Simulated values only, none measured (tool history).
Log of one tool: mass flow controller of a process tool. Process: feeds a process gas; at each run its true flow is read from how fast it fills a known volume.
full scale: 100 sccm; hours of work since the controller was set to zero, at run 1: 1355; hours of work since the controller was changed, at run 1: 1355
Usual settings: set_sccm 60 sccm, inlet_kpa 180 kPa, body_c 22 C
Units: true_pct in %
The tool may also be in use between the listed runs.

run,hour,set_sccm,inlet_kpa,body_c,hours of work since the controller was set to zero,hours of work since the controller was changed,true_pct
1,0.0,60,180,22,1355,1355,98.76
2,101.2,60,278,22,1409,1409,98.00
3,258.5,60,180,22,1494,1494,98.44
4,381.2,60,180,22,1560,1560,98.65
5,549.7,60,180,22,1651,1651,98.56
6,642.5,60,180,22,1701,1701,98.55
7,731.5,60,180,27,1749,1749,98.95
8,876.5,60,180,22,1827,1827,98.37
9,1024.9,15,180,22,1907,1907,97.08
10,1144.3,15,180,22,1972,1972,96.92
11,1257.7,15,180,21,2033,2033,96.96
12,1385.2,15,180,21,2101,2101,96.80
13,1455.8,60,177,22,2139,2139,98.10
14,1610.7,60,153,22,2223,2223,98.29
15,1772.5,60,153,22,2310,2310,98.18
16,1866.1,60,180,22,2361,2361,97.95
17,1968.4,27,180,22,2416,2416,96.90
18,2066.1,27,180,22,2468,2468,97.06
19,2219.5,60,180,22,2551,2551,97.86
20,2365.8,60,180,22,2630,2630,97.75
21,2488.0,60,180,22,2696,2696,97.70
22,2651.6,60,180,22,2784,2784,97.55
23,2812.2,60,180,22,2870,2870,97.53
24,2960.0,60,180,22,2950,2950,97.50
25,3062.2,60,213,36,3005,3005,98.49
26,3136.2,12,153,22,3045,3045,96.21
27,3256.8,15,180,22,3110,3110,96.18
28,3372.8,69,180,22,3173,3173,97.50

Run 29 comes next. What will it give?
29,3465.3,24,197,22,3222,3222,?

{"run 29": {"true_pct": 96.29}}
Without the tool's hidden state the same run would have given true_pct 97.79 %.
